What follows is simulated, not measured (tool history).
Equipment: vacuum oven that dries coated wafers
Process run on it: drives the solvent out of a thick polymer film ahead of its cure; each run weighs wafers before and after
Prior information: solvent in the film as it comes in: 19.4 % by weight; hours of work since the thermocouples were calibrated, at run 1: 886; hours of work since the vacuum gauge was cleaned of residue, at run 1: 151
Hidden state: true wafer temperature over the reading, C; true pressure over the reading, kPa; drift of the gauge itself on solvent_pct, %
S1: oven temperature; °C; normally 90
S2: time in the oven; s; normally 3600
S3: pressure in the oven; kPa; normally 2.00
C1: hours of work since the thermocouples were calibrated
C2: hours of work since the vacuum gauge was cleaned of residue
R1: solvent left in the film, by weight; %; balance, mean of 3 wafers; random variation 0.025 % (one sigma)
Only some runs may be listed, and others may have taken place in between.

Run 1, hour 0.0: usual settings; C1 886; C2 151. Result: R1 3.38 %.
Run 2, hour 9.2: usual settings; C1 890; C2 155. Result: R1 3.32 %.
Run 3, hour 17.8: usual settings; C1 893; C2 158. Result: R1 3.39 %.
Run 4, hour 27.2: usual settings; C1 897; C2 162. Result: R1 3.36 %.
Run 5, hour 32.6: usual settings but S1 83 °C; C1 899; C2 164. Result: R1 5.28 %.
Run 6, hour 38.1: usual settings but S1 83 °C; C1 902; C2 167. Result: R1 5.23 %.
Run 7, hour 44.8: usual settings but S1 75 °C, S3 1.46 kPa; C1 904; C2 170. Result: R1 7.36 %.
Run 8, hour 50.1: usual settings but S1 76 °C, S3 2.99 kPa; C1 907; C2 172. Result: R1 8.01 %.
Run 9, hour 57.3: usual settings but S2 5220 s, S3 1.18 kPa; C1 910; C2 175. Result: R1 1.66 %.
Run 10, hour 63.2: usual settings but S2 5220 s, S3 2.94 kPa; C1 912; C2 177. Result: R1 2.52 %.
Run 11, hour 73.0: usual settings but S1 88 °C, S2 5760 s, S3 4.82 kPa; C1 916; C2 181. Result: R1 3.61 %.

Alternative continuations, all from the tool just after run 11; predict every row:
Run A, hour 81.4: usual settings but S2 3180 s, S3 3.65 kPa; C1 920; C2 185. Result: R1 ?.
Run B, hour 81.4: usual settings but S1 89 °C, S2 2520 s, S3 2.82 kPa; C1 920; C2 185. Result: R1 ?.
Run C, hour 81.4: usual settings but S1 94 °C, S2 6240 s, S3 3.01 kPa; C1 920; C2 185. Result: R1 ?.
Run D, hour 81.4: usual settings but S1 101 °C; C1 920; C2 185. Result: R1 ?.
Run E, hour 81.4: usual settings but S1 85 °C, S2 5760 s, S3 3.05 kPa; C1 920; C2 185. Result: R1 ?.

run    R1
  A  4.68
  B  5.69
  C  1.69
  D  1.38
  E  3.27
What these runs would have given with no unlogged condition in the tool:
run    R1
  A  5.08
  B  6.12
  C  1.83
  D  1.56
  E  3.60
